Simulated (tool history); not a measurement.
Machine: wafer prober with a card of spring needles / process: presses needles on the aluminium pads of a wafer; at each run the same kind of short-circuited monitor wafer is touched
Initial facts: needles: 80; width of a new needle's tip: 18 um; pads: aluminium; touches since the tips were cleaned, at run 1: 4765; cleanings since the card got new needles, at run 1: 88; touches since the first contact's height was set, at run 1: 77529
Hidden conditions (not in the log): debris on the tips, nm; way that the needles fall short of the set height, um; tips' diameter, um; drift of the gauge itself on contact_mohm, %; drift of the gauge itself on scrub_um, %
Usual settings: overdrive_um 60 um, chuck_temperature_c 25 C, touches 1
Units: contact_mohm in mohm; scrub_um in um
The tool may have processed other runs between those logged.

run	hour	overdrive_um	chuck_temperature_c	touches	touches since the tips were cleaned	cleanings since the card got new needles	touches since the first contact's height was set	contact_mohm	scrub_um
1	0	60	25	1	4765	88	77529	214	10.07
# hour 8.8: tips cleaned on abrasive film
# hour 26.2: tips cleaned on abrasive film
# hour 26.5: height of the first contact set anew
# hour 48.3: tips cleaned on abrasive film
# hour 69.8: tips cleaned on abrasive film
2	76.4	60	25	1	2891	92	21961	215	10.13
# hour 89.5: tips cleaned on abrasive film
# hour 106.9: tips cleaned on abrasive film
# hour 128.7: tips cleaned on abrasive film
# hour 147.6: tips cleaned on abrasive film
3	147.6	60	25	1	0	96	53245	210	10.12
# hour 169.3: tips cleaned on abrasive film
# hour 191.1: tips cleaned on abrasive film
# hour 209.5: tips cleaned on abrasive film
4	209.5	60	25	1	0	99	80480	215	10.09
# hour 227.1: height of the first contact set anew
# hour 231.6: tips cleaned on abrasive film
# hour 249: tips cleaned on abrasive film
5	251.4	60	25	1	1049	101	10624	212	10.1
# hour 268.5: tips cleaned on abrasive film
# hour 285.9: tips cleaned on abrasive film
# hour 307.7: tips cleaned on abrasive film
# hour 329.2: tips cleaned on abrasive film
# hour 346.6: tips cleaned on abrasive film
6	347.1	60	25	1	218	106	52716	214	10.18
# hour 364.5: tips cleaned on abrasive film
# hour 382: tips cleaned on abrasive film
# hour 403.7: tips cleaned on abrasive film
7	406	60	25	1	1020	109	78625	213	10.09
# hour 423.4: tips cleaned on abrasive film
# hour 428: height of the first contact set anew
# hour 441.1: tips cleaned on abrasive film
# hour 458.5: tips cleaned on abrasive film
# hour 479.9: tips cleaned on abrasive film
8	479.9	60	25	1	0	113	22812	212	10.15
# hour 497.4: tips cleaned on abrasive film
# hour 514.8: tips cleaned on abrasive film
# hour 535.2: tips cleaned on abrasive film
9	535.2	60	25	1	0	116	47092	213	10.17
# hour 552.6: tips cleaned on abrasive film
# hour 574.4: tips cleaned on abrasive film
# hour 596.1: tips cleaned on abrasive film
# hour 617.7: tips cleaned on abrasive film
10	622.8	60	25	1	2277	120	85661	214	10.17
# hour 631.8: height of the first contact set anew
# hour 636.2: tips cleaned on abrasive film
# hour 653.7: tips cleaned on abrasive film
# hour 675.4: tips cleaned on abrasive film
11	682.7	60	25	1	3190	123	22339	211	10.19
# hour 695.8: tips cleaned on abrasive film
# hour 713.2: tips cleaned on abrasive film
# hour 734.9: tips cleaned on abrasive film
12	738.3	60	25	1	1470	126	46788	213	10.23
# hour 755.7: tips cleaned on abrasive film
# hour 773.1: tips cleaned on abrasive film
# hour 794.9: tips cleaned on abrasive film
# hour 816.6: tips cleaned on abrasive film
13	826.2	73	25	1	4219	130	85451	212	12.39
# hour 834.9: tips cleaned on abrasive film
# hour 835.2: height of the first contact set anew
# hour 857: tips cleaned on abrasive film
14	871.6	49	70	2	6452	132	16026	226	8.29
# hour 876: tips cleaned on abrasive film
# hour 897.8: tips cleaned on abrasive film
# hour 916.1: tips cleaned on abrasive film
15	916.1	59	48	1	0	135	35554	217	10.05
# hour 937.8: tips cleaned on abrasive film
# hour 959.4: tips cleaned on abrasive film
# hour 976.8: tips cleaned on abrasive film
# hour 998.4: tips cleaned on abrasive film
16	1009.4	66	77	1	4875	139	76635	222	11.24
# hour 1018.2: tips cleaned on abrasive film
# hour 1035.6: tips cleaned on abrasive film
# hour 1035.9: height of the first contact set anew
# hour 1057.6: tips cleaned on abrasive film
# hour 1075: tips cleaned on abrasive film
17	1088.3	45	39	1	5862	143	23060	222	7.66
# hour 1092.7: tips cleaned on abrasive film
# hour 1114.2: tips cleaned on abrasive film
# hour 1135.9: tips cleaned on abrasive film
# hour 1157.7: tips cleaned on abrasive film
18	1159.1	45	25	1	630	147	54193	218	7.64
# hour 1176.5: tips cleaned on abrasive film
# hour 1198.3: tips cleaned on abrasive film
19	1207.7	45	25	1	4174	149	75570	219	7.68
# hour 1216.5: tips cleaned on abrasive film
# hour 1238.2: tips cleaned on abrasive film
# hour 1238.5: height of the first contact set anew
# hour 1260.1: tips cleaned on abrasive film
# hour 1281.8: tips cleaned on abrasive film
20	1282.4	73	25	3	289	153	19315	211	12.47
# hour 1299.9: tips cleaned on abrasive film
# hour 1321.6: tips cleaned on abrasive film
# hour 1343.3: tips cleaned on abrasive film
# hour 1355.3: card fitted with new needles
21	1362.3	55	25	2	3100	0	3100	214	9.36
# hour 1375.1: tips cleaned on abrasive film
# hour 1396.9: tips cleaned on abrasive film
# hour 1418.5: tips cleaned on abrasive film
# hour 1436.8: tips cleaned on abrasive film
22	1436.8	43	35	2	0	4	35853	221	7.32
# hour 1458.6: tips cleaned on abrasive film
# hour 1476: tips cleaned on abrasive film
# hour 1497.6: tips cleaned on abrasive film
# hour 1519.3: tips cleaned on abrasive film
23	1528.1	52	44	2	3885	8	76023	220	8.87
# hour 1536.8: tips cleaned on abrasive film
# hour 1558.3: tips cleaned on abrasive film
# hour 1558.6: height of the first contact set anew
# hour 1580.4: tips cleaned on abrasive film
24	1588.7	42	117	1	3678	11	13236	247	7.19
# hour 1601.8: tips cleaned on abrasive film
# hour 1619.2: tips cleaned on abrasive film
# hour 1640.7: tips cleaned on abrasive film
# hour 1662.5: tips cleaned on abrasive film
25	1677.2	60	25	2	6530	15	52197	214	10.3
# hour 1681.7: tips cleaned on abrasive film
# hour 1703.4: tips cleaned on abrasive film
# hour 1725: tips cleaned on abrasive film
# hour 1742.4: tips cleaned on abrasive film
26	1745.3	54	25	2	1246	19	82082	214	9.28

Consider 3 possible next runs. They are alternatives, not a sequence: every one starts from the tool as it was left by run 26. What does each give?
# hour 1758.6: height of the first contact set anew
# hour 1763: tips cleaned on abrasive film
# hour 1784.8: tips cleaned on abrasive film
# hour 1806.5: tips cleaned on abrasive film
# hour 1828.3: tips cleaned on abrasive film
A	1829.4	60	113	2	498	23	31136	?	?
# hour 1758.6: height of the first contact set anew
# hour 1763: tips cleaned on abrasive film
# hour 1784.8: tips cleaned on abrasive film
# hour 1806.5: tips cleaned on abrasive film
# hour 1828.3: tips cleaned on abrasive film
B	1829.4	54	25	3	498	23	31136	?	?
# hour 1758.6: height of the first contact set anew
# hour 1763: tips cleaned on abrasive film
# hour 1784.8: tips cleaned on abrasive film
# hour 1806.5: tips cleaned on abrasive film
# hour 1828.3: tips cleaned on abrasive film
C	1829.4	63	31	1	498	23	31136	?	?

run	contact_mohm	scrub_um
A	237	10.31
B	219	9.3
C	217	10.83
With the hidden condition removed and each run's random variation left untouched, the same runs would have given:
run	contact_mohm	scrub_um
A	237	10.1
B	219	9.11
C	217	10.61
